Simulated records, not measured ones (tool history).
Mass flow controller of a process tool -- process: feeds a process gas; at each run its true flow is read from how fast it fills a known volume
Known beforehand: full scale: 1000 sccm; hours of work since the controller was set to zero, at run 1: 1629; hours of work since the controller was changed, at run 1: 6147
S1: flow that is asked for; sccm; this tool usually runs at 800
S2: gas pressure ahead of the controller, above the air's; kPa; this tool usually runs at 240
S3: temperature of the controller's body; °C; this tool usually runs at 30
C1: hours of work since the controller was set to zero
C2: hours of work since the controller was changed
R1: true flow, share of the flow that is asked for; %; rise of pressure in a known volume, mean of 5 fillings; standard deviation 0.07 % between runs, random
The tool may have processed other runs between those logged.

Run 1, hour 0.0: usual settings; C1 1629; C2 6147. Result: R1 99.29 %.
Run 2, hour 166.5: usual settings; C1 1740; C2 6259. Result: R1 99.19 %.
Run 3, hour 375.2: usual settings; C1 1880; C2 6398. Result: R1 99.09 %.
Run 4, hour 544.3: usual settings; C1 1993; C2 6512. Result: R1 99.34 %.
Run 5, hour 720.1: usual settings; C1 2111; C2 6629. Result: R1 99.32 %.
Run 6, hour 886.7: usual settings but S1 120 sccm; C1 2222; C2 6741. Result: R1 97.42 %.
Run 7, hour 1187.4: usual settings; C1 2424; C2 6942. Result: R1 99.32 %.
Run 8, hour 1351.2: usual settings; C1 2533; C2 7052. Result: R1 99.23 %.
Run 9, hour 1591.6: usual settings; C1 2694; C2 7213. Result: R1 99.33 %.
Run 10, hour 1864.9: usual settings; C1 2877; C2 7396. Result: R1 99.36 %.
Run 11, hour 2168.1: usual settings; C1 3080; C2 7599. Result: R1 99.41 %.
Run 12, hour 2318.8: usual settings; C1 3181; C2 7700. Result: R1 99.39 %.
Run 13, hour 2564.6: usual settings but S2 226 kPa; C1 3346; C2 7864. Result: R1 99.22 %.
Run 14, hour 2699.7: usual settings but S3 38 °C; C1 3436; C2 7955. Result: R1 98.66 %.
Run 15, hour 2869.2: usual settings but S3 38 °C; C1 3550; C2 8068. Result: R1 98.62 %.
Run 16, hour 3062.2: usual settings but S3 21 °C; C1 3679; C2 8198. Result: R1 99.99 %.
Run 17, hour 3336.5: usual settings; C1 3863; C2 8381. Result: R1 99.19 %.
Run 18, hour 3631.5: usual settings; C1 4060; C2 8579. Result: R1 99.14 %.
Run 19, hour 3930.4: usual settings but S2 235 kPa; C1 4260; C2 8779. Result: R1 99.24 %.
At hour 4064.0: controller's zero set anew.
Run 20, hour 4078.9: usual settings but S2 235 kPa; C1 10; C2 8878. Result: R1 99.32 %.
Run 21, hour 4216.9: usual settings; C1 102; C2 8970. Result: R1 99.31 %.
Run 22, hour 4367.2: usual settings; C1 203; C2 9071. Result: R1 99.18 %.
Run 23, hour 4669.6: usual settings; C1 405; C2 9274. Result: R1 99.14 %.
Run 24, hour 4834.9: usual settings but S1 324 sccm; C1 516; C2 9384. Result: R1 98.02 %.
Run 25, hour 5126.9: usual settings but S1 329 sccm; C1 712; C2 9580. Result: R1 98.02 %.
Run 26, hour 5372.6: usual settings but S1 297 sccm, S2 199 kPa, S3 21 °C; C1 876; C2 9744. Result: R1 98.57 %.
Run 27, hour 5516.5: usual settings but S1 305 sccm; C1 973; C2 9841. Result: R1 98.03 %.
Run 28, hour 5737.0: usual settings but S1 601 sccm, S2 242 kPa, S3 31 °C; C1 1120; C2 9988. Result: R1 98.74 %.
Run 29, hour 6068.7: usual settings but S1 315 sccm, S2 242 kPa, S3 31 °C; C1 1342; C2 10210. Result: R1 97.95 %.
Run 30, hour 6235.3: usual settings but S1 326 sccm, S2 165 kPa, S3 26 °C; C1 1454; C2 10322. Result: R1 98.29 %.
At hour 6409.7: controller exchanged for a calibrated one.
Run 31, hour 6498.0: usual settings but S1 131 sccm, S3 38 °C; C1 59; C2 59. Result: R1 97.07 %.
Run 32, hour 6661.0: usual settings but S2 271 kPa; C1 168; C2 168. Result: R1 99.16 %.
Run 33, hour 6957.3: usual settings but S1 698 sccm, S2 162 kPa, S3 25 °C; C1 367; C2 367. Result: R1 99.11 %.
Run 34, hour 7191.6: usual settings but S3 24 °C; C1 524; C2 524. Result: R1 99.73 %.
Run 35, hour 7463.0: usual settings but S1 195 sccm, S2 219 kPa, S3 38 °C; C1 705; C2 705. Result: R1 97.10 %.
Run 36, hour 7778.4: usual settings but S2 199 kPa; C1 916; C2 916. Result: R1 99.26 %.
Run 37, hour 8043.4: usual settings but S1 763 sccm, S2 197 kPa; C1 1094; C2 1094. Result: R1 98.98 %.
Run 38, hour 8223.3: usual settings but S1 120 sccm, S2 241 kPa, S3 36 °C; C1 1214; C2 1214. Result: R1 97.09 %.
Run 39, hour 8389.1: usual settings but S2 211 kPa, S3 29 °C; C1 1325; C2 1325. Result: R1 99.14 %.
Run 40, hour 8660.7: usual settings but S1 317 sccm, S3 28 °C; C1 1507; C2 1507. Result: R1 98.07 %.
Run 41, hour 8990.4: usual settings but S1 317 sccm, S3 25 °C; C1 1728; C2 1728. Result: R1 98.55 %.
Run 42, hour 9161.7: usual settings but S1 878 sccm, S2 174 kPa, S3 26 °C; C1 1843; C2 1843. Result: R1 99.56 %.
Run 43, hour 9316.1: usual settings but S1 199 sccm, S2 211 kPa, S3 21 °C; C1 1946; C2 1946. Result: R1 98.32 %.
Run 44, hour 9602.3: usual settings but S1 736 sccm, S2 150 kPa, S3 25 °C; C1 2138; C2 2138. Result: R1 99.20 %.
Run 45, hour 9759.8: usual settings but S1 736 sccm, S2 150 kPa, S3 25 °C; C1 2243; C2 2243. Result: R1 99.27 %.
Run 46, hour 9981.8: usual settings but S1 736 sccm, S2 150 kPa, S3 25 °C; C1 2392; C2 2392. Result: R1 99.28 %.
Run 47, hour 10292.4: usual settings but S1 394 sccm, S2 236 kPa, S3 32 °C; C1 2600; C2 2600. Result: R1 98.10 %.
Run 48, hour 10564.8: usual settings but S1 394 sccm, S2 199 kPa, S3 39 °C; C1 2782; C2 2782. Result: R1 97.51 %.

4 ways to go on from here, each from the tool as it stands after run 48. What would each give?
Run A, hour 10887.2: usual settings but S1 143 sccm, S2 239 kPa, S3 36 °C; C1 2998; C2 2998. Result: R1 ?.
Run B, hour 10887.2: usual settings but S1 394 sccm, S2 154 kPa, S3 33 °C; C1 2998; C2 2998. Result: R1 ?.
Run C, hour 10887.2: usual settings but S1 275 sccm, S2 252 kPa, S3 29 °C; C1 2998; C2 2998. Result: R1 ?.
Run D, hour 10887.2: usual settings but S1 123 sccm, S2 263 kPa, S3 36 °C; C1 2998; C2 2998. Result: R1 ?.

run     R1
  A  97.18
  B  97.74
  C  98.06
  D  97.16
Take away the tool's hidden state, keep each run's random variation, and the runs would have read:
run     R1
  A  97.15
  B  97.73
  C  98.05
  D  97.13
